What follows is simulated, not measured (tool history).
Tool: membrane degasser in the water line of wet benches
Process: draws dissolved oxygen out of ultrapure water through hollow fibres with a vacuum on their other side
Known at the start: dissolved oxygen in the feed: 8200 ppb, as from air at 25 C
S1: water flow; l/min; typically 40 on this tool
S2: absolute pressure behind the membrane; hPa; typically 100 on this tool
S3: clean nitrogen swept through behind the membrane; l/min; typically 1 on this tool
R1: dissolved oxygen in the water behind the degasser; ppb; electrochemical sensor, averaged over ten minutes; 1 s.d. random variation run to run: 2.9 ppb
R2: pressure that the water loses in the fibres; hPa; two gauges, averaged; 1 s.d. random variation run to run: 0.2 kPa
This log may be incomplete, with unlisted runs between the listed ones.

| run | hour | S1 | S2 | S3 | R1 | R2 |
|---|---|---|---|---|---|---|
| 1 | 0 | 40 | 100 | 1 | 611.1 | 422.9 |
| 2 | 82.6 | 40 | 100 | 1 | 616.3 | 421.9 |
| 3 | 241 | 40 | 100 | 1 | 619.3 | 419.4 |
| 4 | 356.1 | 40 | 100 | 1 | 616 | 420.2 |
| 5 | 470.6 | 40 | 100 | 1 | 614.7 | 422.4 |
| 6 | 535.2 | 40 | 100 | 1.96 | 401.9 | 421.3 |
| 7 | 631 | 40 | 100 | 1.3 | 524.5 | 420.6 |
| 8 | 784.3 | 40 | 100 | 1.3 | 523.8 | 419.6 |
| 9 | 935.4 | 40 | 100 | 1.3 | 526.7 | 423.9 |
| 10 | 1041.2 | 40 | 100 | 1.3 | 525.1 | 424.3 |
| 11 | 1119.4 | 40 | 100 | 1.3 | 529.4 | 420.6 |
| 12 | 1215.9 | 40 | 100 | 1.3 | 524 | 421.8 |
| 13 | 1328.6 | 40 | 100 | 1.3 | 526.2 | 424 |
| 14 | 1464.3 | 25 | 100 | 1 | 375 | 264.7 |
| 15 | 1606.4 | 25 | 100 | 1 | 374.4 | 265.6 |
| 16 | 1728.6 | 25 | 100 | 1 | 372.6 | 267.4 |
| 17 | 1872.5 | 35 | 100 | 1 | 534 | 375.2 |
| 18 | 1937.3 | 49 | 125 | 0.79 | 1140.8 | 523.3 |
| 19 | 2085.2 | 26 | 146 | 1.06 | 591.1 | 279.6 |
| 20 | 2188.6 | 26 | 146 | 1.06 | 600.6 | 278.3 |
| 21 | 2261.2 | 63 | 125 | 1 | 1328.2 | 671.2 |
| 22 | 2333 | 40 | 165 | 1 | 1055 | 427.3 |
| 23 | 2454.7 | 33 | 83 | 1 | 395.5 | 349.8 |
| 24 | 2522.3 | 33 | 83 | 1 | 396.1 | 352.8 |
| 25 | 2598.5 | 64 | 83 | 1 | 992.8 | 684.1 |
| 26 | 2724.6 | 36 | 79 | 1 | 418.1 | 386.6 |
| 27 | 2867 | 47 | 100 | 1 | 771.7 | 510 |
| 28 | 2975 | 47 | 100 | 1 | 775.6 | 502.9 |
| 29 | 3056.7 | 40 | 100 | 2 | 409 | 433 |
| 30 | 3188.9 | 40 | 97 | 1.15 | 559.2 | 432.3 |
|  | 3281.9 | seals of the vacuum lines changed |
| 31 | 3328 | 26 | 179 | 0.77 | 953.3 | 280.9 |
| 32 | 3398.6 | 26 | 179 | 0.77 | 946.4 | 280.1 |

3 ways to go on from here, each from the tool as it stands after run 32. What would each give?
| A | 3477.1 | 30 | 207 | 0.63 | ? | ? |
| B | 3477.1 | 26 | 118 | 0.77 | ? | ? |
| C | 3477.1 | 40 | 108 | 0.57 | ? | ? |

| run | R1 | R2 |
|---|---|---|
| A | 1441.2 | 327.8 |
| B | 589.1 | 279.9 |
| C | 965.6 | 431.6 |
With no hidden state in the tool, these same runs would have given:
| run | R1 | R2 |
|---|---|---|
| A | 1425.9 | 318.7 |
| B | 576.1 | 272 |
| C | 937.7 | 419.5 |
